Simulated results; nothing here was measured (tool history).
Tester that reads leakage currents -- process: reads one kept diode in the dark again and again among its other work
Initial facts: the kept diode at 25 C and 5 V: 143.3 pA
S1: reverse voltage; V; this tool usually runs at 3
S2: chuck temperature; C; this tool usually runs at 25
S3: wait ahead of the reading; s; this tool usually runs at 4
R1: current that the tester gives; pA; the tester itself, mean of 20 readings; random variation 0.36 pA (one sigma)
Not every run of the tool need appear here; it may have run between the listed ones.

| run | hour | S1 | S2 | S3 | R1 |
|---|---|---|---|---|---|
| 1 | 0 | 3 | 25 | 4 | 107.71 |
| 2 | 138.3 | 3 | 25 | 0.47 | 120.69 |
| 3 | 343 | 3 | 25 | 0.47 | 120.25 |
| 4 | 510.6 | 5.56 | 25 | 0.47 | 152.32 |
| 5 | 688.7 | 5.56 | 37 | 0.47 | 393.06 |
| 6 | 825.7 | 3 | 25 | 0.61 | 115.34 |
| 7 | 936.4 | 12.22 | 25 | 4 | 198.63 |
| 8 | 1035.1 | 12.22 | 25 | 4 | 198.35 |
| 9 | 1192.4 | 3 | 25 | 4 | 112.9 |
| 10 | 1396.4 | 1.53 | 25 | 4 | 85.85 |
| 11 | 1501.6 | 1.53 | 25 | 4 | 85.71 |
| 12 | 1666.2 | 3 | 23 | 4 | 93.44 |
| 13 | 1751.4 | 3 | 23 | 4 | 92.96 |
| 14 | 1878.2 | 3 | 24 | 0.61 | 102.25 |
| 15 | 2060.5 | 3 | 24 | 0.61 | 111.79 |
| 16 | 2224 | 1.54 | 23 | 2.14 | 77.36 |
| 17 | 2402.8 | 15.17 | 23 | 0.52 | 202.23 |
| 18 | 2576.1 | 15.17 | 25 | 3.58 | 230.06 |
| 19 | 2764.5 | 1.35 | 46 | 2.55 | 451.25 |
| 20 | 2894 | 5.38 | 25 | 1.6 | 148.16 |
| 21 | 3096.2 | 1.37 | 21 | 0.41 | 60.23 |
| 22 | 3292.7 | 1.37 | 21 | 0.41 | 60.36 |
| 23 | 3401.4 | 3.23 | 22 | 4.04 | 91.64 |
| 24 | 3559.1 | 3.23 | 22 | 4.04 | 90.61 |
| 25 | 3660.5 | 14.19 | 29 | 0.75 | 299.91 |

Not shown here: 3 entries made in the log between runs. Locate each between two listed runs and compare the hidden state at the listed run before it with the hidden state at the listed run after it:
Between runs 1 and 2: chuck's temperature calibrated (hour 70.7)
  stray current of the dirty probe card, pA a volt: 0.05 -> 0.106; current scale over the true one, %: 1.25 -> 1.3; true chuck temperature over the reading, C: -1.18 -> -0.04
  what was measured, less what the result would be without the hidden state, R1: -9.9 -> +1.37 pA
Between runs 4 and 5: tester calibrated (hour 637)
  stray current of the dirty probe card, pA a volt: 0.268 -> 0.345; current scale over the true one, %: 1.43 -> -0.01; true chuck temperature over the reading, C: -0.29 -> -0.4
  what was measured, less what the result would be without the hidden state, R1: -0.1 -> -10.62 pA
Between runs 14 and 15: chuck's temperature calibrated (hour 2042.7)
  stray current of the dirty probe card, pA a volt: 0.845 -> 0.92; current scale over the true one, %: 0.39 -> 0.46; true chuck temperature over the reading, C: -1.18 -> -0.13
  what was measured, less what the result would be without the hidden state, R1: -7.65 -> +2 pA
